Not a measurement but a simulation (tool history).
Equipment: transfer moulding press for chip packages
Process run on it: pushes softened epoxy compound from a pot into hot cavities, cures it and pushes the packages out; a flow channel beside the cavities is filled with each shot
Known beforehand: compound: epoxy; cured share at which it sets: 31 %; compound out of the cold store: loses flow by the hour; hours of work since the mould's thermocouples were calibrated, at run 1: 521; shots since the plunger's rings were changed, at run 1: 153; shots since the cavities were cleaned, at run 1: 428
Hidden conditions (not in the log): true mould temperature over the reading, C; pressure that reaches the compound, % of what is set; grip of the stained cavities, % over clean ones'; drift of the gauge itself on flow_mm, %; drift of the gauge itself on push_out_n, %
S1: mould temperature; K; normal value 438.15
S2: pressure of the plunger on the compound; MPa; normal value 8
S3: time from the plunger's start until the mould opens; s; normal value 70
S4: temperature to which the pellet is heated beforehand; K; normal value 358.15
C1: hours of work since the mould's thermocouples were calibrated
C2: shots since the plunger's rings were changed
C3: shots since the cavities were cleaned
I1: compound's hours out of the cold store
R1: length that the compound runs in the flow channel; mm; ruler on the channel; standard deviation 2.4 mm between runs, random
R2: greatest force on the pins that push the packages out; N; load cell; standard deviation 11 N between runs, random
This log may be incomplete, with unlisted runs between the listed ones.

run,hour,S1,S2,S3,S4,C1,C2,C3,I1,R1,R2
1,0,438.15,8,70,358.15,521,153,428,9.1,837,860
# hour 11.6: cavities cleaned with cleaning compound and waxed
# hour 41.7: mould's thermocouples calibrated
# hour 53.1: cavities cleaned with cleaning compound and waxed
2,63,438.15,8,70,358.15,14,1075,158,10.4,824,672
# hour 89.5: cavities cleaned with cleaning compound and waxed
3,111.6,438.15,8,70,358.15,46,1823,351,21.2,780,790
# hour 125.7: cavities cleaned with cleaning compound and waxed
4,156.4,441.15,8,70,358.15,75,2509,486,20.2,773,793
# hour 162.1: cavities cleaned with cleaning compound and waxed
# hour 202: cavities cleaned with cleaning compound and waxed
5,228,441.15,8,70,358.15,122,3599,413,47.2,675,758
# hour 240.9: cavities cleaned with cleaning compound and waxed
# hour 258.1: plunger's sealing rings changed
# hour 284.5: cavities cleaned with cleaning compound and waxed
6,284.5,441.15,8,70,358.15,157,395,0,20.5,779,492
# hour 320.9: cavities cleaned with cleaning compound and waxed
7,327.2,438.15,8,70,361.15,185,1049,100,42.6,710,601
# hour 358.5: cavities cleaned with cleaning compound and waxed
8,392.5,438.15,8,70,361.15,229,2061,539,39.4,715,891
# hour 398.2: cavities cleaned with cleaning compound and waxed
# hour 439.4: cavities cleaned with cleaning compound and waxed
9,452.9,438.15,8,70,361.15,268,2973,214,36.2,716,703
# hour 479.1: cavities cleaned with cleaning compound and waxed
10,512.7,438.15,8,70,361.15,308,3899,533,26.7,746,916
# hour 519.3: cavities cleaned with cleaning compound and waxed
# hour 527.3: plunger's sealing rings changed
11,551.5,438.15,8,70,361.15,332,385,472,40.9,719,851
# hour 560.8: cavities cleaned with cleaning compound and waxed
# hour 600.7: cavities cleaned with cleaning compound and waxed
12,604.4,438.15,8,70,361.15,366,1177,60,11.2,825,601
# hour 636.9: cavities cleaned with cleaning compound and waxed
13,643.6,438.15,8,107,361.15,392,1775,106,26.8,758,489
# hour 675.9: cavities cleaned with cleaning compound and waxed
14,680,443.15,7.95,62,348.15,415,2330,66,22.8,764,587
15,709.6,443.15,7.95,62,348.15,436,2800,536,46.4,677,851
# hour 717: cavities cleaned with cleaning compound and waxed
16,751.2,443.15,8.37,55,355.15,463,3436,543,15.5,799,1108
# hour 756.1: cavities cleaned with cleaning compound and waxed
# hour 792.9: plunger's sealing rings changed
# hour 797.3: cavities cleaned with cleaning compound and waxed
17,806.3,438.15,9.51,106,358.15,497,190,143,19,871,550
# hour 836.9: cavities cleaned with cleaning compound and waxed
18,845,438.15,7.62,80,358.15,522,780,129,35.9,717,592
# hour 875: cavities cleaned with cleaning compound and waxed
# hour 888.2: mould's thermocouples calibrated
19,900.3,438.15,7.62,80,358.15,8,1602,370,31.8,725,727
# hour 914.3: cavities cleaned with cleaning compound and waxed
# hour 952.1: cavities cleaned with cleaning compound and waxed
20,955,441.15,9.6,50,350.15,44,2423,46,15.4,869,927
# hour 991.8: cavities cleaned with cleaning compound and waxed
21,996.6,438.15,9.39,51,362.15,71,3060,76,29.7,803,1099
# hour 1031.9: cavities cleaned with cleaning compound and waxed
# hour 1064.8: plunger's sealing rings changed
22,1069,438.15,9.39,51,362.15,118,67,549,21,858,1624
# hour 1075.9: cavities cleaned with cleaning compound and waxed
23,1105.3,438.15,9.39,51,362.15,142,620,467,22.5,845,1590
# hour 1114.1: cavities cleaned with cleaning compound and waxed
24,1142.8,438.15,9.39,51,362.15,166,1191,454,12.3,883,1739
# hour 1153.6: cavities cleaned with cleaning compound and waxed
# hour 1192.5: cavities cleaned with cleaning compound and waxed
25,1202.3,438.15,9.39,51,362.15,205,2089,155,18.4,852,1247
# hour 1230: cavities cleaned with cleaning compound and waxed
26,1239.2,438.15,9.39,51,362.15,229,2652,147,41.8,761,1214

Alternative continuations, all from the tool just after run 26; predict every row:
# hour 1266.4: cavities cleaned with cleaning compound and waxed
# hour 1304.7: cavities cleaned with cleaning compound and waxed
A,1309.4,438.15,8,77,348.15,275,3717,74,34.5,?,?
# hour 1266.4: cavities cleaned with cleaning compound and waxed
# hour 1304.7: cavities cleaned with cleaning compound and waxed
B,1309.4,431.15,9.32,64,358.15,275,3717,74,43.3,?,?
# hour 1266.4: cavities cleaned with cleaning compound and waxed
# hour 1304.7: cavities cleaned with cleaning compound and waxed
C,1309.4,438.15,8,70,364.15,275,3717,74,30.2,?,?

run,R1,R2
A,722,544
B,765,1084
C,732,594
Had the tool no hidden state, the same runs would have come out as:
run,R1,R2
A,743,460
B,787,894
C,753,497
